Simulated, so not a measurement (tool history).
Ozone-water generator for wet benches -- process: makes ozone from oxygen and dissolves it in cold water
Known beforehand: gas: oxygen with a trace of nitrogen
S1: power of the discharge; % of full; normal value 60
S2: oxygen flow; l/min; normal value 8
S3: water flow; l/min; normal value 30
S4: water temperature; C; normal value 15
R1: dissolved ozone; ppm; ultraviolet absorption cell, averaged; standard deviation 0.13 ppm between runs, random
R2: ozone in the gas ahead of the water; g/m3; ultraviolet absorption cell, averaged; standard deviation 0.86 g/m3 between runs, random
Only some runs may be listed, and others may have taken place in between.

{"run": 1, "day": 0.0, "S1": 60, "S2": 8, "S3": 30, "S4": 15, "R1": 12.6, "R2": 139.9}
{"run": 2, "day": 1.229, "S1": 60, "S2": 8, "S3": 30, "S4": 12, "R1": 13.3, "R2": 140.2}
{"run": 3, "day": 2.288, "S1": 60, "S2": 8, "S3": 30, "S4": 12, "R1": 13.1, "R2": 139}
{"run": 4, "day": 2.833, "S1": 60, "S2": 8, "S3": 30, "S4": 15, "R1": 12.6, "R2": 139.1}
{"run": 5, "day": 3.592, "S1": 60, "S2": 8, "S3": 30, "S4": 15, "R1": 12.5, "R2": 139.4}
{"run": 6, "day": 4.6, "S1": 60, "S2": 8, "S3": 30, "S4": 15, "R1": 12.7, "R2": 140.2}
{"run": 7, "day": 5.358, "S1": 60, "S2": 8, "S3": 30, "S4": 15, "R1": 12.4, "R2": 139.4}
{"run": 8, "day": 6.508, "S1": 60, "S2": 8, "S3": 30, "S4": 15, "R1": 12.8, "R2": 138.8}
{"run": 9, "day": 7.283, "S1": 60, "S2": 8, "S3": 30, "S4": 15, "R1": 12.8, "R2": 139.1}
{"run": 10, "day": 7.908, "S1": 60, "S2": 8, "S3": 30, "S4": 15, "R1": 12.5, "R2": 140.8}
{"run": 11, "day": 9.121, "S1": 60, "S2": 8, "S3": 30, "S4": 15, "R1": 12.7, "R2": 140}
{"run": 12, "day": 9.638, "S1": 60, "S2": 4.7, "S3": 30, "S4": 15, "R1": 11.4, "R2": 176.8}
{"run": 13, "day": 10.262, "S1": 60, "S2": 4.7, "S3": 30, "S4": 15, "R1": 11.2, "R2": 177.3}
{"run": 14, "day": 11.283, "S1": 60, "S2": 4.7, "S3": 30, "S4": 15, "R1": 11.4, "R2": 175.6}
{"run": 15, "day": 12.317, "S1": 93, "S2": 4.7, "S3": 30, "S4": 15, "R1": 14.8, "R2": 231.2}
{"run": 16, "day": 12.862, "S1": 60, "S2": 8, "S3": 30, "S4": 15, "R1": 12.8, "R2": 140}
{"run": 17, "day": 13.475, "S1": 60, "S2": 8, "S3": 30, "S4": 15, "R1": 12.8, "R2": 139.3}
{"run": 18, "day": 14.65, "S1": 60, "S2": 5.11, "S3": 26, "S4": 15, "R1": 13.4, "R2": 170.9}
{"run": 19, "day": 15.621, "S1": 60, "S2": 11.74, "S3": 26, "S4": 12, "R1": 15.1, "R2": 118.1}
{"run": 20, "day": 16.379, "S1": 60, "S2": 13.7, "S3": 33, "S4": 15, "R1": 12.1, "R2": 108.9}
{"run": 21, "day": 17.117, "S1": 46, "S2": 14.04, "S3": 32, "S4": 10, "R1": 11.5, "R2": 92.7}
{"run": 22, "day": 17.746, "S1": 92, "S2": 9.62, "S3": 32, "S4": 10, "R1": 16.9, "R2": 168.6}
{"run": 23, "day": 18.258, "S1": 40, "S2": 7.93, "S3": 30, "S4": 20, "R1": 9.2, "R2": 110.1}
{"run": 24, "day": 19.338, "S1": 77, "S2": 10.19, "S3": 28, "S4": 18, "R1": 15.1, "R2": 145}
{"run": 25, "day": 20.304, "S1": 77, "S2": 10.19, "S3": 28, "S4": 18, "R1": 14.9, "R2": 146.9}
{"run": 26, "day": 20.958, "S1": 78, "S2": 8, "S3": 30, "S4": 15, "R1": 14.8, "R2": 165.1}
{"run": 27, "day": 21.95, "S1": 52, "S2": 8, "S3": 30, "S4": 15, "R1": 11.6, "R2": 128.4}
{"run": 28, "day": 23.021, "S1": 52, "S2": 8, "S3": 30, "S4": 15, "R1": 11.4, "R2": 127.7}
{"run": 29, "day": 23.721, "S1": 81, "S2": 8, "S3": 30, "S4": 19, "R1": 14.4, "R2": 167.2}
{"run": 30, "day": 24.458, "S1": 81, "S2": 8, "S3": 30, "S4": 13, "R1": 15.6, "R2": 168.1}
{"run": 31, "day": 25.529, "S1": 81, "S2": 8, "S3": 30, "S4": 13, "R1": 15.7, "R2": 166.7}
{"run": 32, "day": 26.492, "S1": 81, "S2": 8, "S3": 30, "S4": 13, "R1": 15.6, "R2": 166.5}

Branching from run 32: 3 alternative next runs. What would each branch give?
{"run": "A", "day": 27.088, "S1": 47, "S2": 8, "S3": 19, "S4": 9, "R1": "?", "R2": "?"}
{"run": "B", "day": 27.088, "S1": 53, "S2": 6.59, "S3": 30, "S4": 15, "R1": "?", "R2": "?"}
{"run": "C", "day": 27.088, "S1": 60, "S2": 8, "S3": 43, "S4": 15, "R1": "?", "R2": "?"}

run=A R1=17.1 R2=121.3
run=B R1=11.4 R2=142.3
run=C R1=9 R2=139.8
Stripped of hidden state, with their random variation kept, the same runs would have yielded:
run=A R1=17.1 R2=121.4
run=B R1=11.4 R2=142.3
run=C R1=9 R2=139.9

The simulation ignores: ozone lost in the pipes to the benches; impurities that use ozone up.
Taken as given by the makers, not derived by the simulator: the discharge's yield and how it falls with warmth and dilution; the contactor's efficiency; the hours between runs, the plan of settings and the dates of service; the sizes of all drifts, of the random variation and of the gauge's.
